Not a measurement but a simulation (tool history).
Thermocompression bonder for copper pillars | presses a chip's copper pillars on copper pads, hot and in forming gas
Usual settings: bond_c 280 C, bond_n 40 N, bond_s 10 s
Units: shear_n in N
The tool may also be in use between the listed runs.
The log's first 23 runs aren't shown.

{"run": 24, "hour": 871.6, "bond_c": 264, "bond_n": 32, "bond_s": 14, "shear_n": 36.8}
{"hour": 891.4, "done": "forming gas filter changed"}
{"run": 25, "hour": 909.5, "bond_c": 264, "bond_n": 37, "bond_s": 26, "shear_n": 55.3}
{"run": 26, "hour": 939.5, "bond_c": 268, "bond_n": 40, "bond_s": 22, "shear_n": 58.0}
{"run": 27, "hour": 989.4, "bond_c": 262, "bond_n": 41, "bond_s": 10, "shear_n": 40.2}
{"run": 28, "hour": 1035.7, "bond_c": 262, "bond_n": 41, "bond_s": 10, "shear_n": 40.3}
{"run": 29, "hour": 1085.3, "bond_c": 262, "bond_n": 41, "bond_s": 10, "shear_n": 41.1}
{"run": 30, "hour": 1130.2, "bond_c": 262, "bond_n": 41, "bond_s": 10, "shear_n": 41.0}
{"run": 31, "hour": 1170.9, "bond_c": 300, "bond_n": 44, "bond_s": 5, "shear_n": 48.5}
{"run": 32, "hour": 1219.7, "bond_c": 300, "bond_n": 44, "bond_s": 5, "shear_n": 48.2}
{"run": 33, "hour": 1249.7, "bond_c": 300, "bond_n": 44, "bond_s": 5, "shear_n": 49.3}
{"hour": 1255.0, "done": "forming gas filter changed"}
{"hour": 1274.9, "done": "heater calibrated with a thermocouple chip"}
{"run": 34, "hour": 1296.8, "bond_c": 300, "bond_n": 26, "bond_s": 7, "shear_n": 34.3}
{"run": 35, "hour": 1332.4, "bond_c": 280, "bond_n": 39, "bond_s": 10, "shear_n": 48.1}
{"run": 36, "hour": 1357.1, "bond_c": 254, "bond_n": 27, "bond_s": 11, "shear_n": 25.4}
{"run": 37, "hour": 1394.8, "bond_c": 254, "bond_n": 27, "bond_s": 11, "shear_n": 24.7}
{"run": 38, "hour": 1438.3, "bond_c": 271, "bond_n": 27, "bond_s": 6, "shear_n": 23.9}
{"run": 39, "hour": 1463.9, "bond_c": 266, "bond_n": 52, "bond_s": 11, "shear_n": 55.4}

Forecast each of these 4 alternatives for the next run:
{"run": "A", "hour": 1489.6, "bond_c": 266, "bond_n": 38, "bond_s": 10, "shear_n": "?"}
{"run": "B", "hour": 1489.6, "bond_c": 254, "bond_n": 51, "bond_s": 14, "shear_n": "?"}
{"run": "C", "hour": 1489.6, "bond_c": 262, "bond_n": 30, "bond_s": 11, "shear_n": "?"}
{"run": "D", "hour": 1489.6, "bond_c": 280, "bond_n": 29, "bond_s": 10, "shear_n": "?"}

run=A shear_n=39.2
run=B shear_n=52.1
run=C shear_n=29.7
run=D shear_n=35.6
Without the tool's hidden state the same runs would have given:
run=A shear_n=39.3
run=B shear_n=52.2
run=C shear_n=29.7
run=D shear_n=35.7
